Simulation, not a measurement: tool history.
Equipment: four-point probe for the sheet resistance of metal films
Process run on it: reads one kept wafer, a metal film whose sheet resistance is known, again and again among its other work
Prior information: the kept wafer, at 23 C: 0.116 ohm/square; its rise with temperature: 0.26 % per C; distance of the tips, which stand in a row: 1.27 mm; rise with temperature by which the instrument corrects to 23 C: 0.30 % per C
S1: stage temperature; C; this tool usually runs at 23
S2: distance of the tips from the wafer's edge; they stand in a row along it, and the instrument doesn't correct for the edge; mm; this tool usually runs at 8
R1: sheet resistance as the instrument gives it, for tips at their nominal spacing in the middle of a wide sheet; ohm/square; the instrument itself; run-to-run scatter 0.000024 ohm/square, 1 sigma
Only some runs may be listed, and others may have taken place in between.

run	day	S1	S2	R1
1	0	23	8	0.116865
2	1.492	23	8	0.116809
3	2.812	23	3	0.125326
4	4.267	23	3	0.125236
5	6.808	23	3	0.125209
6	9.075	33	8	0.116233
7	10.404	23	61	0.115105
8	12.808	23	16	0.115469
9	14.779	23	16	0.115438
10	17.071	23	8	0.1165
11	18.867	23	8	0.116529
12	20.079	23	54	0.114983
13	21.746	22	8	0.116451
14	23.242	22	8	0.116449
15	24.65	27	9	0.115922
16	25.933	27	9	0.115884
17	27.717	27	9	0.115957
18	29.308	27	9	0.115873
19	31.104	21	46	0.114958
20	33.617	21	46	0.114934
21	35.479	21	69	0.114877
22	37.829	32	20	0.114586
23	40.038	25	17	0.114938
24	42.212	25	18	0.114843
25	43.521	31	14	0.114814
26	45.721	31	14	0.114758
27	46.929	26	34	0.114554

Between the runs listed above, the log contained 2 entries, not reproduced here. Where in the sequence does each belong, and how does what the log doesn't record of the tool's condition differ from the listed run before to the listed run after?
Runs 14 to 15: stage's thermometer calibrated (day 23.392)
  inner tips' distance over the nominal, %: -0.828 -> -0.844; tips' flats over new ones', %: 48 -> 49; wafer's true temperature over the reading, C: -0.23 -> -0.34
  measured value less the no-hidden-state value, R1: -0.001119 -> -0.001168 ohm/square
Runs 16 to 17: stage's thermometer calibrated, once more (day 27.242)
  inner tips' distance over the nominal, %: -0.86 -> -0.879; tips' flats over new ones', %: 50 -> 51; wafer's true temperature over the reading, C: -0.35 -> -0.06
  measured value less the no-hidden-state value, R1: -0.001191 -> -0.001129 ohm/square
